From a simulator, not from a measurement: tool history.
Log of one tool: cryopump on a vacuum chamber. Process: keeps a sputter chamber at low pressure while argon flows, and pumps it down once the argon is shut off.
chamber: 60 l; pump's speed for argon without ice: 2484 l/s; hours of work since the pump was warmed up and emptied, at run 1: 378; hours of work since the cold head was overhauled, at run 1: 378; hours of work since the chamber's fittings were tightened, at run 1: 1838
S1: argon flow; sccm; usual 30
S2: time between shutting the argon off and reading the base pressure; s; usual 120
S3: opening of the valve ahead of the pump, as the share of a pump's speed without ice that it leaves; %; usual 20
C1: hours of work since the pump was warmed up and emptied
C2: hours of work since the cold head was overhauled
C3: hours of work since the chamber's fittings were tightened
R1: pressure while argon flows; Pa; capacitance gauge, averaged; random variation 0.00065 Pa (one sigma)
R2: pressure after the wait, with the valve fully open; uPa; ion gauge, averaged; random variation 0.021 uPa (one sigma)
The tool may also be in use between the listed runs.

run    hour  S1   S2  S3   C1    C2    C3      R1    R2
  1     0.0  30  120  20  378   378  1838  0.1098  0.71
  2    69.7  30  120  20  419   419  1879  0.1093  0.72
  3   134.4  17  120  20  457   457  1917  0.0619  0.67
  4   201.8  17  120  20  496   496  1956  0.0627  0.75
  5   266.4  17  120  20  534   534  1994  0.0644  0.71
      308.4  -- pump warmed up, emptied and cooled again
  6   313.8  30  120  20    3   558  2018  0.1032  0.68
  7   387.4  30  120  31   46   601  2061  0.0668  0.66
  8   437.1  30  120  31   75   630  2090  0.0678  0.69
  9   491.3  30  120  31  107   662  2122  0.0679  0.69
 10   562.3  30  120  31  148   704  2164  0.0694  0.67
 11   623.2  30  120  44  184   739  2199  0.0484  0.69
 12   674.4  30  120  17  214   769  2229  0.1244  0.69
 13   733.1  30  120  20  248   803  2263  0.1053  0.67
 14   778.8  30  120  20  275   830  2290  0.1064  0.71
 15   814.8  30  120  20  296   851  2311  0.1064  0.73
 16   862.4  30  120  20  324   879  2339  0.1068  0.70
 17   933.1  30  120  57  365   920  2380  0.0414  0.75
 18   974.9  15   24  60  389   945  2405  0.0209  2.17
     1009.2  -- leaking fittings of the chamber tightened, without venting
 19  1027.4  15   24  60  419   974    11  0.0207  2.04
 20  1069.3  21  120  19  443   999    35  0.0800  0.57
 21  1123.0  24  120  44  475  1030    66  0.0439  0.55
 22  1186.3  50  120  20  512  1067   103  0.1860  0.56
     1268.7  -- pump warmed up, emptied and cooled again
 23  1270.6  56   46  16    1  1113   150  0.2393  1.13
 24  1308.1  56   37  56   23  1135   172  0.0679  1.32
 25  1350.3  56   37  56   48  1160   196  0.0693  1.38
 26  1423.9  30  120  26   91  1203   239  0.0802  0.51
 27  1464.9  30  120  26  115  1227   263  0.0802  0.54
 28  1531.9  43  120  17  154  1266   302  0.1760  0.54
 29  1587.2  43  120  17  186  1298   335  0.1769  0.56
 30  1626.9  44   25  58  209  1321   358  0.0565  1.98
 31  1706.2  12   25  58  256  1368   404  0.0155  1.93
 32  1746.8  12   25  58  279  1391   428  0.0162  1.95
 33  1811.6  12   25  58  317  1429   466  0.0158  1.96
 34  1883.0  37  234  39  359  1471   507  0.0718  0.41

3 ways to go on from here, each from the tool as it stands after run 34. What would each give?
  A  1961.4  37  282  23  405  1517  553   ?   ?
  B  1961.4  18   41  29  405  1517  553   ?   ?
  C  1961.4  22   68  55  405  1517  553   ?   ?

run      R1    R2
  A  0.1192  0.41
  B  0.0453  1.35
  C  0.0322  0.87
Without the tool's hidden state the same runs would have given:
run      R1    R2
  A  0.1107  0.30
  B  0.0412  1.24
  C  0.0272  0.77
